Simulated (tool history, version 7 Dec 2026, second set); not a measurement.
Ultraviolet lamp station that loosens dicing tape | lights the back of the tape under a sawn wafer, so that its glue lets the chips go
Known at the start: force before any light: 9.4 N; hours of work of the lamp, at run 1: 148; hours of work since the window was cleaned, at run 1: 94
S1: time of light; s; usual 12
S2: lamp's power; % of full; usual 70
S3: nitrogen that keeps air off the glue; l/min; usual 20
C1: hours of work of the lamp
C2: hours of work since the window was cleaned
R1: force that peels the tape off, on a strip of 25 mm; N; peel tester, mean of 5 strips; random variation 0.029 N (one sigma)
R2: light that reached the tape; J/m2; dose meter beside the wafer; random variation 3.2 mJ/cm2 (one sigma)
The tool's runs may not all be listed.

run     day  S1  S2  S3   C1   C2     R1    R2
  1       0  12  70  20  148   94  1.604  4610
  2   1.383  12  70  20  168  114  1.659  4580
  3   2.629  12  70  20  186  132  1.648  4550
  4   3.567  12  70  19  200  146  1.689  4530
  5   4.838   7  70  20  219  165   3.27  2570
  6   5.771  12  70  20  232  178   1.65  4420
  7   7.288  12  70  11  255  201  2.476  4400
  8   9.346  12  70  11  285  231  2.511  4340
  9  11.154  12  70  11  311  258  2.534  4290
 10  13.079   9  70  20  340  286  2.729  3170
 11  14.338   9  70  20  358  304   2.68  3160
 12  15.446  12  70  20  375  321  1.835  4160
 13  16.971  12  70  20  397  343  1.886  4150
 14  18.412  12  70   9  418  364  2.939  4120
 15    20.4  12  63  20  447  393  2.271  3620
 16  21.425  12  63  20  462  408  2.364  3570
 17  22.754  12  70  20  482  428  2.022  3880
 18  24.308  12  70  20  505  451  1.987  3950
 19  26.225  12  70  20  533  479  1.979  3880
 20   27.85  12  70  20  557  503  2.086  3870
 21   29.55  12  70  20  582  528  2.102  3780
     29.725  -- window cleaned of glue's vapour
 22  31.621  12  70  20  612   28  2.081  3710
     33.004  -- window cleaned of glue's vapour, once more
 23  33.375  12  70  20  637    5   1.94  4050
 24  35.071  12  70  26  662   30    1.7  4010

Forecast run 25:
 25  36.608  12  70   8  685  53   ?   ?

R1: 3.207 N
R2: 3980 J/m2
Without the tool's hidden state the same run would have given R1 2.541 N, R2 4880 J/m2.
